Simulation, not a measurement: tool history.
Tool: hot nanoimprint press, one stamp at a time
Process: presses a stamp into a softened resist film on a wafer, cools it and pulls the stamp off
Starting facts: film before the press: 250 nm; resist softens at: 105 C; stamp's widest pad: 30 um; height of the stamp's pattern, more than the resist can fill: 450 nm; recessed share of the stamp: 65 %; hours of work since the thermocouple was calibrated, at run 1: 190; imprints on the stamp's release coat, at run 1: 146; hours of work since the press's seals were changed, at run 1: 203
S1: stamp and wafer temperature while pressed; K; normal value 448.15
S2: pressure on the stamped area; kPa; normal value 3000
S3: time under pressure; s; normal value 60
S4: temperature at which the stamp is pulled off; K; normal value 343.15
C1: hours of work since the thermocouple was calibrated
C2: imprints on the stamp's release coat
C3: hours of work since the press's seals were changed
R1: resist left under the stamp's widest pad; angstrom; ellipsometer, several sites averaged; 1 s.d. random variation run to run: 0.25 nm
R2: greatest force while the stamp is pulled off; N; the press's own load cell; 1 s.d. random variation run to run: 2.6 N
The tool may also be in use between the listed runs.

run 1 hour=0.0 | S1=448.15 S2=3000 S3=60 S4=343.15 | C1=190 C2=146 C3=203 | R1=1300 R2=123
run 2 hour=14.3 | S1=448.15 S2=3000 S3=60 S4=343.15 | C1=196 C2=175 C3=209 | R1=1303 R2=122
run 3 hour=30.4 | S1=448.15 S2=3000 S3=59 S4=343.15 | C1=203 C2=207 C3=216 | R1=1308 R2=122
run 4 hour=44.4 | S1=448.15 S2=3000 S3=59 S4=343.15 | C1=209 C2=235 C3=223 | R1=1310 R2=122
run 5 hour=53.7 | S1=448.15 S2=3000 S3=59 S4=343.15 | C1=213 C2=254 C3=227 | R1=1314 R2=123
run 6 hour=69.0 | S1=448.15 S2=2830 S3=59 S4=343.15 | C1=220 C2=285 C3=233 | R1=1359 R2=121
run 7 hour=83.5 | S1=448.15 S2=2320 S3=59 S4=343.15 | C1=227 C2=314 C3=240 | R1=1498 R2=125
run 8 hour=97.4 | S1=448.15 S2=2320 S3=59 S4=343.15 | C1=233 C2=342 C3=246 | R1=1503 R2=122
run 9 hour=111.8 | S1=448.15 S2=2320 S3=59 S4=343.15 | C1=239 C2=371 C3=252 | R1=1503 R2=119
run 10 hour=125.5 | S1=448.15 S2=3000 S3=68 S4=343.15 | C1=245 C2=399 C3=258 | R1=1265 R2=121
run 11 hour=134.6 | S1=456.15 S2=3000 S3=87 S4=343.15 | C1=249 C2=417 C3=262 | R1=869 R2=120
run 12 hour=147.8 | S1=444.15 S2=3000 S3=40 S4=343.15 | C1=255 C2=443 C3=268 | R1=1680 R2=120
run 13 hour=155.4 | S1=444.15 S2=3000 S3=40 S4=343.15 | C1=258 C2=459 C3=271 | R1=1683 R2=120
run 14 hour=168.6 | S1=442.15 S2=1920 S3=60 S4=343.15 | C1=264 C2=485 C3=277 | R1=1936 R2=123
run 15 hour=184.0 | S1=439.15 S2=2610 S3=60 S4=347.15 | C1=271 C2=516 C3=284 | R1=1884 R2=107
run 16 hour=193.5 | S1=439.15 S2=2610 S3=60 S4=347.15 | C1=275 C2=535 C3=288 | R1=1882 R2=105
run 17 hour=209.5 | S1=439.15 S2=2610 S3=60 S4=347.15 | C1=282 C2=567 C3=295 | R1=1887 R2=104

Table of differences, measured result less the result of that run with no hidden state. Run-to-run variation is the same in both. Gauge scatter possibly is not:
Unlogged tool condition in this case: true temperature over the reading, C; pressure that arrives at the usual setting, %; grip of the stamp's worn release coat, % over a new coat's; drift of the gauge itself on residual_nm, %; drift of the gauge itself on pull_off_n, %.
run=1 R1=+0
run=2 R1=+1
run=3 R1=+3
run=4 R1=+5
run=5 R1=+5
run=6 R1=+7
run=7 R1=+9
run=8 R1=+12
run=9 R1=+13
run=10 R1=+12
run=11 R1=+10
run=12 R1=+19
run=13 R1=+21
run=14 R1=+26
run=15 R1=+27
run=16 R1=+29
run=17 R1=+31
R2 without the hidden state stays within 1 N of what was measured, in all runs.
